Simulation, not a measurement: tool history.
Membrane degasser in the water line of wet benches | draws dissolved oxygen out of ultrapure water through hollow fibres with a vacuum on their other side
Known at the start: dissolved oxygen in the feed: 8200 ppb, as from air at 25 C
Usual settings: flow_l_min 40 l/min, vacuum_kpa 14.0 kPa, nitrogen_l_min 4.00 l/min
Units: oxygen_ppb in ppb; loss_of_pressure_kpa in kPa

run,day,flow_l_min,vacuum_kpa,nitrogen_l_min,oxygen_ppb,loss_of_pressure_kpa
1,0.000,40,14.0,4.00,338.3,58.33
2,1.346,40,14.0,4.00,338.9,58.46
3,2.804,40,14.0,4.00,342.2,58.03
4,4.183,32,14.0,4.00,244.6,46.35
5,5.179,40,14.0,4.11,332.7,58.26
6,7.025,40,14.0,2.11,524.7,58.18
7,7.825,28,14.0,2.11,348.0,41.01
8,9.383,40,9.6,4.00,239.3,58.59
9,10.333,40,9.6,4.00,240.8,58.15
10,11.183,40,9.6,4.00,240.5,58.09
11,12.038,40,14.0,7.75,226.9,58.20
12,13.033,40,14.0,7.75,226.3,58.09
13,14.633,40,14.0,10.79,187.9,58.13
14,15.692,25,8.7,2.45,149.7,36.24
# day 15.875: vacuum gauge calibrated
15,17.446,60,14.0,2.61,772.7,87.34
16,18.908,40,9.3,11.97,141.2,58.28
17,19.788,49,24.3,7.69,471.4,71.57
18,21.388,36,14.0,2.30,439.6,52.64
# day 21.517: vacuum gauge calibrated, once more
19,23.238,36,14.0,2.30,430.1,52.73
20,24.067,40,14.0,4.76,298.8,58.60
21,25.908,25,30.1,3.30,482.9,36.20
22,27.775,25,30.1,3.30,480.5,36.67
23,29.467,32,19.7,2.87,454.7,46.74
24,31.308,27,21.9,8.24,171.8,39.30
25,32.996,40,18.6,4.00,440.3,58.27

Forecast each of these 4 alternatives for the next run:
A,33.804,40,18.6,2.08,?,?
B,33.804,40,14.0,10.25,?,?
C,33.804,26,15.6,7.67,?,?
D,33.804,59,14.0,4.00,?,?

run,oxygen_ppb,loss_of_pressure_kpa
A,710.5,58.55
B,193.1,58.03
C,122.1,38.05
D,602.5,85.82
Without the tool's hidden state the same runs would have given:
run,oxygen_ppb,loss_of_pressure_kpa
A,706.5,58.36
B,191.1,57.84
C,120.4,37.93
D,598.8,85.55

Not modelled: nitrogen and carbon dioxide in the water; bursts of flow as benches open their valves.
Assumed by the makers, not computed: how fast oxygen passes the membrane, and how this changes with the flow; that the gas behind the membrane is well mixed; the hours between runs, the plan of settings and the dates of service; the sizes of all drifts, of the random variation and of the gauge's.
